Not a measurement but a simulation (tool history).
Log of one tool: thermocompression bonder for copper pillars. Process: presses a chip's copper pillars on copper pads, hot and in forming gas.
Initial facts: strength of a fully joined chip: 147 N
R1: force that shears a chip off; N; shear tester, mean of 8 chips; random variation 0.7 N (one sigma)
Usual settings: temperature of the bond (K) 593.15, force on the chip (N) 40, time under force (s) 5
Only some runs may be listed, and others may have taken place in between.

{"run": 1, "day": 0.0, "temperature of the bond (K)": 593.15, "force on the chip (N)": 40, "time under force (s)": 5, "R1": 78.1}
{"run": 2, "day": 0.258, "temperature of the bond (K)": 593.15, "force on the chip (N)": 40, "time under force (s)": 5, "R1": 75.4}
{"run": 3, "day": 0.454, "temperature of the bond (K)": 593.15, "force on the chip (N)": 40, "time under force (s)": 5, "R1": 75.7}
{"run": 4, "day": 0.638, "temperature of the bond (K)": 593.15, "force on the chip (N)": 40, "time under force (s)": 5, "R1": 76.2}
{"run": 5, "day": 0.854, "temperature of the bond (K)": 593.15, "force on the chip (N)": 40, "time under force (s)": 5, "R1": 77.1}
{"run": 6, "day": 1.108, "temperature of the bond (K)": 593.15, "force on the chip (N)": 40, "time under force (s)": 5, "R1": 76.3}
{"run": 7, "day": 1.367, "temperature of the bond (K)": 593.15, "force on the chip (N)": 40, "time under force (s)": 5, "R1": 75.6}
{"run": 8, "day": 1.558, "temperature of the bond (K)": 593.15, "force on the chip (N)": 40, "time under force (s)": 5, "R1": 74.9}
{"run": 9, "day": 1.746, "temperature of the bond (K)": 593.15, "force on the chip (N)": 40, "time under force (s)": 5, "R1": 75.2}
{"run": 10, "day": 1.908, "temperature of the bond (K)": 593.15, "force on the chip (N)": 30, "time under force (s)": 5, "R1": 67.5}
{"run": 11, "day": 2.088, "temperature of the bond (K)": 593.15, "force on the chip (N)": 30, "time under force (s)": 5, "R1": 67.3}
{"run": 12, "day": 2.296, "temperature of the bond (K)": 593.15, "force on the chip (N)": 30, "time under force (s)": 12, "R1": 90.2}
{"run": 13, "day": 2.5, "temperature of the bond (K)": 593.15, "force on the chip (N)": 30, "time under force (s)": 12, "R1": 88.1}
{"run": 14, "day": 2.775, "temperature of the bond (K)": 593.15, "force on the chip (N)": 40, "time under force (s)": 5, "R1": 76.5}
{"run": 15, "day": 3.146, "temperature of the bond (K)": 593.15, "force on the chip (N)": 30, "time under force (s)": 5, "R1": 66.3}
{"run": 16, "day": 3.354, "temperature of the bond (K)": 601.15, "force on the chip (N)": 48, "time under force (s)": 7, "R1": 97.2}
{"run": 17, "day": 3.558, "temperature of the bond (K)": 601.15, "force on the chip (N)": 48, "time under force (s)": 7, "R1": 99.6}
{"run": 18, "day": 3.779, "temperature of the bond (K)": 598.15, "force on the chip (N)": 34, "time under force (s)": 7, "R1": 82.9}
{"run": 19, "day": 4.138, "temperature of the bond (K)": 598.15, "force on the chip (N)": 46, "time under force (s)": 4, "R1": 78.5}
{"run": 20, "day": 4.45, "temperature of the bond (K)": 594.15, "force on the chip (N)": 32, "time under force (s)": 7, "R1": 77.0}
{"run": 21, "day": 4.617, "temperature of the bond (K)": 594.15, "force on the chip (N)": 32, "time under force (s)": 7, "R1": 75.7}
{"run": 22, "day": 4.95, "temperature of the bond (K)": 604.15, "force on the chip (N)": 37, "time under force (s)": 4, "R1": 76.5}
{"run": 23, "day": 5.162, "temperature of the bond (K)": 609.15, "force on the chip (N)": 41, "time under force (s)": 3, "R1": 76.0}
{"run": 24, "day": 5.338, "temperature of the bond (K)": 593.15, "force on the chip (N)": 60, "time under force (s)": 8, "R1": 99.9}
{"run": 25, "day": 5.688, "temperature of the bond (K)": 605.15, "force on the chip (N)": 37, "time under force (s)": 3, "R1": 69.7}
{"run": 26, "day": 6.017, "temperature of the bond (K)": 593.15, "force on the chip (N)": 51, "time under force (s)": 4, "R1": 76.1}
{"run": 27, "day": 6.258, "temperature of the bond (K)": 622.15, "force on the chip (N)": 42, "time under force (s)": 11, "R1": 118.5}
{"run": 28, "day": 6.508, "temperature of the bond (K)": 605.15, "force on the chip (N)": 28, "time under force (s)": 10, "R1": 89.4}
{"run": 29, "day": 6.683, "temperature of the bond (K)": 593.15, "force on the chip (N)": 40, "time under force (s)": 7, "R1": 83.5}

Not shown: 2 entries that the log had between the listed runs. Between which runs, and how does the tool's hidden state differ before and after?
After run 13, before run 14: force cell calibrated (day 2.592)
  force that reaches the chip, % of what is set: 101.6 -> 101.8; oxide that the forming gas leaves, % of the face: 1.31 -> 1.36
  the result without the hidden state subtracted from the measured one, R1: -0.5 -> -0.4 N
After run 18, before run 19: force cell calibrated, once more (day 3.992)
  force that reaches the chip, % of what is set: 101.9 -> 100.4; oxide that the forming gas leaves, % of the face: 1.62 -> 1.69
  the result without the hidden state subtracted from the measured one, R1: -0.7 -> -1.2 N

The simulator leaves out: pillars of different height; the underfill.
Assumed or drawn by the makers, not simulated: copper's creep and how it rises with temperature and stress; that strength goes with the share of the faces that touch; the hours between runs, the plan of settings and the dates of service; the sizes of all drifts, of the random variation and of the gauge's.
